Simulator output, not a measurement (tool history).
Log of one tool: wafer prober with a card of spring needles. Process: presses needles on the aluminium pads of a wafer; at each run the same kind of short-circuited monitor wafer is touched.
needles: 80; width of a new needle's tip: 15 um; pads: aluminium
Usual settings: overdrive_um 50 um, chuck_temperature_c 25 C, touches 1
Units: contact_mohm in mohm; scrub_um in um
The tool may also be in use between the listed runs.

Run 1, day 0.000: usual settings. Result: contact_mohm 579 mohm, scrub_um 12.33 um.
At day 0.496: tips cleaned on abrasive film.
Run 2, day 1.742: usual settings but touches 2. Result: contact_mohm 472 mohm, scrub_um 12.36 um.
At day 2.062: tips cleaned on abrasive film.
At day 3.642: tips cleaned on abrasive film.
Run 3, day 3.729: usual settings but touches 2. Result: contact_mohm 246 mohm, scrub_um 12.35 um.
At day 5.254: tips cleaned on abrasive film.
Run 4, day 6.425: usual settings but touches 2. Result: contact_mohm 459 mohm, scrub_um 12.09 um.
At day 6.938: tips cleaned on abrasive film.
At day 8.362: tips cleaned on abrasive film.
Run 5, day 8.371: usual settings but touches 2. Result: contact_mohm 204 mohm, scrub_um 12.14 um.
At day 9.883: tips cleaned on abrasive film.
Run 6, day 9.883: usual settings but touches 2. Result: contact_mohm 225 mohm, scrub_um 12.09 um.
At day 11.325: tips cleaned on abrasive film.
At day 11.825: height of the first contact set anew.
Run 7, day 12.029: usual settings but touches 2. Result: contact_mohm 395 mohm, scrub_um 12.69 um.
At day 13.050: tips cleaned on abrasive film.
Run 8, day 14.200: usual settings but touches 2. Result: contact_mohm 460 mohm, scrub_um 12.77 um.
At day 14.588: tips cleaned on abrasive film.
At day 16.050: tips cleaned on abrasive film.
At day 17.471: tips cleaned on abrasive film.
Run 9, day 17.762: usual settings. Result: contact_mohm 365 mohm, scrub_um 12.64 um.
At day 19.079: tips cleaned on abrasive film.
Run 10, day 19.875: usual settings. Result: contact_mohm 572 mohm, scrub_um 12.60 um.
At day 20.554: tips cleaned on abrasive film.
At day 22.146: tips cleaned on abrasive film.
Run 11, day 23.471: usual settings. Result: contact_mohm 670 mohm, scrub_um 12.46 um.
At day 23.712: tips cleaned on abrasive film.
At day 25.171: tips cleaned on abrasive film.
Run 12, day 25.171: usual settings. Result: contact_mohm 218 mohm, scrub_um 12.55 um.
At day 26.646: tips cleaned on abrasive film.
At day 28.229: tips cleaned on abrasive film.
Run 13, day 28.408: usual settings but touches 2. Result: contact_mohm 270 mohm, scrub_um 12.55 um.
At day 29.871: tips cleaned on abrasive film.
Run 14, day 30.800: usual settings but touches 2. Result: contact_mohm 439 mohm, scrub_um 12.36 um.
At day 31.467: tips cleaned on abrasive film.
At day 33.029: tips cleaned on abrasive film.
Run 15, day 33.792: usual settings but touches 2. Result: contact_mohm 419 mohm, scrub_um 12.32 um.
At day 34.725: tips cleaned on abrasive film.
At day 36.283: tips cleaned on abrasive film.
Run 16, day 36.446: usual settings but overdrive_um 31 um, chuck_temperature_c 38 C. Result: contact_mohm 600 mohm, scrub_um 7.53 um.
At day 37.833: tips cleaned on abrasive film.
Run 17, day 38.304: usual settings but overdrive_um 31 um, chuck_temperature_c 38 C. Result: contact_mohm 929 mohm, scrub_um 7.46 um.
At day 39.421: tips cleaned on abrasive film.
At day 41.038: tips cleaned on abrasive film.
Run 18, day 41.533: usual settings but overdrive_um 31 um, chuck_temperature_c 38 C. Result: contact_mohm 988 mohm, scrub_um 7.32 um.
At day 42.596: tips cleaned on abrasive film.
At day 44.067: tips cleaned on abrasive film.
Run 19, day 44.067: usual settings but overdrive_um 31 um, chuck_temperature_c 38 C. Result: contact_mohm 356 mohm, scrub_um 7.17 um.
At day 45.529: tips cleaned on abrasive film.
At day 45.946: height of the first contact set anew.
Run 20, day 46.850: usual settings but overdrive_um 58 um, chuck_temperature_c 51 C. Result: contact_mohm 541 mohm, scrub_um 14.89 um.
At day 47.162: tips cleaned on abrasive film.
At day 48.683: tips cleaned on abrasive film.
Run 21, day 49.933: usual settings but overdrive_um 58 um, chuck_temperature_c 51 C. Result: contact_mohm 583 mohm, scrub_um 14.89 um.
At day 50.142: tips cleaned on abrasive film.
At day 51.562: tips cleaned on abrasive film.
Run 22, day 51.562: usual settings but overdrive_um 38 um, chuck_temperature_c 46 C. Result: contact_mohm 254 mohm, scrub_um 9.56 um.
At day 53.154: tips cleaned on abrasive film.
Run 23, day 54.283: usual settings but chuck_temperature_c 50 C, touches 2. Result: contact_mohm 472 mohm, scrub_um 12.64 um.
At day 54.771: tips cleaned on abrasive film.
At day 56.346: tips cleaned on abrasive film.
Run 24, day 56.346: usual settings but overdrive_um 37 um, chuck_temperature_c 50 C. Result: contact_mohm 320 mohm, scrub_um 9.15 um.
At day 57.817: tips cleaned on abrasive film.
At day 59.529: tips cleaned on abrasive film.
Run 25, day 59.975: usual settings but overdrive_um 32 um. Result: contact_mohm 905 mohm, scrub_um 7.90 um.
At day 61.271: tips cleaned on abrasive film.
Run 26, day 61.471: usual settings but overdrive_um 32 um. Result: contact_mohm 633 mohm, scrub_um 7.81 um.
At day 62.788: tips cleaned on abrasive film.
Run 27, day 62.946: usual settings but touches 2. Result: contact_mohm 278 mohm, scrub_um 12.39 um.
At day 64.354: tips cleaned on abrasive film.
Run 28, day 65.562: usual settings but overdrive_um 67 um. Result: contact_mohm 504 mohm, scrub_um 16.77 um.
At day 66.058: tips cleaned on abrasive film.
At day 67.512: tips cleaned on abrasive film.
Run 29, day 68.875: usual settings but overdrive_um 67 um. Result: contact_mohm 509 mohm, scrub_um 16.82 um.
At day 69.183: tips cleaned on abrasive film.
At day 70.750: tips cleaned on abrasive film.
Run 30, day 71.612: usual settings but overdrive_um 32 um, chuck_temperature_c 106 C. Result: contact_mohm 1263 mohm, scrub_um 7.65 um.

Some steps in contact_mohm between neighbouring runs. How much of each would the tool show without its hidden state too (settings, what came in, random variation), and how much is left for the hidden state, with any gauge scatter that isn't in both results?
The hidden state here: debris on the tips, nm; way that the needles fall short of the set height, um; tips' diameter, um; drift of the gauge itself on contact_mohm, %; drift of the gauge itself on scrub_um, %.
Run 18 -> 19: tips cleaned on abrasive film, tips cleaned on abrasive film. contact_mohm -632 mohm: hidden state -632, all else +0.
Run 24 -> 25: overdrive_um 37 -> 32, chuck_temperature_c 50 -> 25, tips cleaned on abrasive film, tips cleaned on abrasive film. contact_mohm +585 mohm: hidden state +587, all else -2.
Run 29 -> 30: overdrive_um 67 -> 32, chuck_temperature_c 25 -> 106, tips cleaned on abrasive film, tips cleaned on abrasive film. contact_mohm +754 mohm: hidden state +712, all else +42.
